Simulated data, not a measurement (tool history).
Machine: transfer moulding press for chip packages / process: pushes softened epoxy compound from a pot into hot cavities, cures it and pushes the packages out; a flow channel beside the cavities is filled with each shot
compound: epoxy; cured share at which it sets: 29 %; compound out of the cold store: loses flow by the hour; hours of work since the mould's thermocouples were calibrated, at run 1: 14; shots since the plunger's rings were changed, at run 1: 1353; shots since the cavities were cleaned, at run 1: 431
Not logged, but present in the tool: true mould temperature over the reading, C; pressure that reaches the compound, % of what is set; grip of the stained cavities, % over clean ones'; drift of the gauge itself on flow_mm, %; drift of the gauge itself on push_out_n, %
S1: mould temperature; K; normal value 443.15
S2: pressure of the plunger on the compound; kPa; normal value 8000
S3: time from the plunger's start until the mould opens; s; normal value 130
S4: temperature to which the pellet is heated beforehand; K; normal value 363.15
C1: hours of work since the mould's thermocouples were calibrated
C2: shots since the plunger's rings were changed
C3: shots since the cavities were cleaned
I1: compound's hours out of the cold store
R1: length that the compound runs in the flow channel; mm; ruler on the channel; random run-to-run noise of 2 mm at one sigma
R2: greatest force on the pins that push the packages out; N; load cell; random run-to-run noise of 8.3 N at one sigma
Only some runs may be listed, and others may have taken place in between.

run 1 hour=0 | S1=443.15 S2=8000 S3=130 S4=363.15 | C1=14 C2=1353 C3=431 | I1=26 | R1=590 R2=372
run 2 hour=10.7 | S1=443.15 S2=8000 S3=130 S4=363.15 | C1=19 C2=1427 C3=505 | I1=24.6 | R1=595 R2=377
run 3 hour=20.8 | S1=443.15 S2=8000 S3=130 S4=363.15 | C1=24 C2=1496 C3=574 | I1=30.6 | R1=568 R2=390
run 4 hour=28.3 | S1=443.15 S2=8000 S3=130 S4=363.15 | C1=28 C2=1548 C3=626 | I1=18.9 | R1=621 R2=377
run 5 hour=38.4 | S1=443.15 S2=8000 S3=155 S4=363.15 | C1=33 C2=1617 C3=695 | I1=46.6 | R1=504 R2=349
-- hour=46.5 cavities cleaned with cleaning compound and waxed
run 6 hour=51.3 | S1=443.15 S2=8380 S3=130 S4=363.15 | C1=38 C2=1695 C3=32 | I1=44.2 | R1=526 R2=353
run 7 hour=59.2 | S1=443.15 S2=8000 S3=130 S4=363.15 | C1=42 C2=1750 C3=87 | I1=12.6 | R1=652 R2=398
run 8 hour=70.1 | S1=443.15 S2=9010 S3=130 S4=363.15 | C1=47 C2=1825 C3=162 | I1=36.9 | R1=575 R2=384
run 9 hour=78.5 | S1=443.15 S2=8450 S3=130 S4=363.15 | C1=51 C2=1882 C3=219 | I1=44.5 | R1=528 R2=364
run 10 hour=84.8 | S1=443.15 S2=8440 S3=130 S4=363.15 | C1=54 C2=1925 C3=262 | I1=41.6 | R1=541 R2=365
run 11 hour=97 | S1=443.15 S2=8000 S3=130 S4=356.15 | C1=60 C2=2009 C3=346 | I1=33.6 | R1=560 R2=370
run 12 hour=102.6 | S1=443.15 S2=6220 S3=130 S4=356.15 | C1=63 C2=2048 C3=385 | I1=14.2 | R1=568 R2=388
run 13 hour=110.5 | S1=443.15 S2=8000 S3=130 S4=363.15 | C1=67 C2=2102 C3=439 | I1=35.4 | R1=553 R2=370
run 14 hour=120.2 | S1=443.15 S2=8000 S3=130 S4=363.15 | C1=71 C2=2169 C3=506 | I1=18.1 | R1=621 R2=380
run 15 hour=126.8 | S1=446.15 S2=8000 S3=130 S4=363.15 | C1=74 C2=2214 C3=551 | I1=36.2 | R1=540 R2=346
run 16 hour=138.3 | S1=446.15 S2=8000 S3=130 S4=363.15 | C1=80 C2=2293 C3=630 | I1=31.1 | R1=565 R2=344
run 17 hour=150.6 | S1=450.15 S2=8000 S3=130 S4=363.15 | C1=86 C2=2377 C3=714 | I1=17.7 | R1=615 R2=332
-- hour=156.4 cavities cleaned with cleaning compound and waxed
run 18 hour=163.2 | S1=441.15 S2=8740 S3=113 S4=363.15 | C1=91 C2=2454 C3=47 | I1=15.8 | R1=667 R2=510
run 19 hour=169.2 | S1=446.15 S2=8740 S3=113 S4=362.15 | C1=94 C2=2495 C3=88 | I1=11.8 | R1=676 R2=402
run 20 hour=180.4 | S1=448.15 S2=7480 S3=154 S4=356.15 | C1=99 C2=2572 C3=165 | I1=38.2 | R1=514 R2=320

Predict the results of run 21:
run 21 hour=186.4 | S1=436.15 S2=7220 S3=130 S4=363.15 | C1=102 C2=2613 C3=206 | I1=27.6 | R1=? R2=?

R1: 569 mm
R2: 517 N
With the hidden condition absent and the run-to-run variation left alone, this run would have shown R1 569 mm, R2 516 N.
